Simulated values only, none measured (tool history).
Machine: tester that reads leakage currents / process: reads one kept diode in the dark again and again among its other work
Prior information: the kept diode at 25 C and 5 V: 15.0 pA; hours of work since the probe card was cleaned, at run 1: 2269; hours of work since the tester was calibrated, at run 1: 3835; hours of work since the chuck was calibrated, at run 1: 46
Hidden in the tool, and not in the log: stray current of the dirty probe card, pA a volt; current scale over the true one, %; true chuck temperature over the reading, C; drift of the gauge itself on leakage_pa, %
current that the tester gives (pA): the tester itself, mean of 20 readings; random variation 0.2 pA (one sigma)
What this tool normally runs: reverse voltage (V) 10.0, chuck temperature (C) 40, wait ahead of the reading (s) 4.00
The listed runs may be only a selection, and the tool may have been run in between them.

run,hour,reverse voltage (V),chuck temperature (C),wait ahead of the reading (s),hours of work since the probe card was cleaned,hours of work since the tester was calibrated,hours of work since the chuck was calibrated,current that the tester gives (pA)
1,0.0,10.0,40,4.00,2269,3835,46,80.19
2,163.2,10.0,21,4.00,2362,3927,138,31.01
3,359.2,10.0,21,4.00,2473,4038,249,31.64
4,549.9,10.0,21,4.00,2580,4146,357,32.38
5,657.9,10.0,40,4.00,2642,4207,418,83.99
6,789.0,10.0,40,4.00,2716,4282,493,84.72
7,977.1,10.0,40,4.00,2822,4388,599,84.99
8,1207.9,10.0,40,4.00,2953,4519,730,86.68
9,1350.3,10.0,40,4.00,3033,4599,810,87.76
10,1487.3,10.0,49,4.00,3111,4677,888,147.54
11,1679.3,10.0,49,4.00,3220,4785,996,148.89
# hour 1839.5: chuck's temperature calibrated
12,1854.8,10.0,49,4.00,3318,4884,9,144.02
13,2033.5,10.0,37,4.00,3419,4985,110,74.90
14,2236.7,10.0,37,1.26,3534,5100,225,78.34
15,2379.5,10.0,37,1.26,3615,5180,306,78.74
# hour 2400.5: tester calibrated
# hour 2422.3: probe card cleaned and baked
16,2492.9,10.0,21,1.26,40,51,367,18.96
17,2700.6,10.0,40,0.46,157,168,484,76.26
18,2908.4,10.0,40,0.46,275,286,602,77.11
19,3099.1,10.0,22,0.46,383,394,710,28.50
# hour 3245.3: tester calibrated, once more
20,3333.1,10.0,39,0.46,514,50,841,74.27
21,3437.4,10.0,39,0.46,573,109,900,74.94
22,3661.4,6.8,53,0.80,700,235,1027,143.53
# hour 3766.1: chuck's temperature calibrated
23,3826.8,2.0,53,2.35,792,328,34,76.99
24,3948.4,2.4,30,3.70,861,397,103,17.70
25,4134.5,14.4,29,1.90,967,502,208,47.28
26,4362.1,14.4,29,0.30,1095,631,337,64.45
27,4596.4,7.6,23,1.07,1228,763,470,25.36
28,4755.3,10.4,25,0.78,1318,853,560,36.52
29,4908.6,10.4,25,0.78,1405,940,646,37.50
30,5143.1,1.2,52,4.00,1537,1073,779,58.63
31,5338.6,1.8,26,0.93,1648,1183,890,13.44
32,5437.1,1.8,25,0.93,1704,1239,946,12.75
33,5619.1,1.8,25,0.93,1807,1342,1049,12.97
# hour 5678.0: chuck's temperature calibrated
34,5715.9,6.6,56,0.36,1860,1396,21,175.68
35,5882.1,10.0,22,4.00,1954,1490,115,30.74

What will run 36 give?
36,6091.9,5.9,38,0.83,2073,1608,234,?

{"run 36": {"current that the tester gives (pA)": 55.68}}
Had the tool carried no hidden state, the very same run would have given current that the tester gives (pA) 46.69.

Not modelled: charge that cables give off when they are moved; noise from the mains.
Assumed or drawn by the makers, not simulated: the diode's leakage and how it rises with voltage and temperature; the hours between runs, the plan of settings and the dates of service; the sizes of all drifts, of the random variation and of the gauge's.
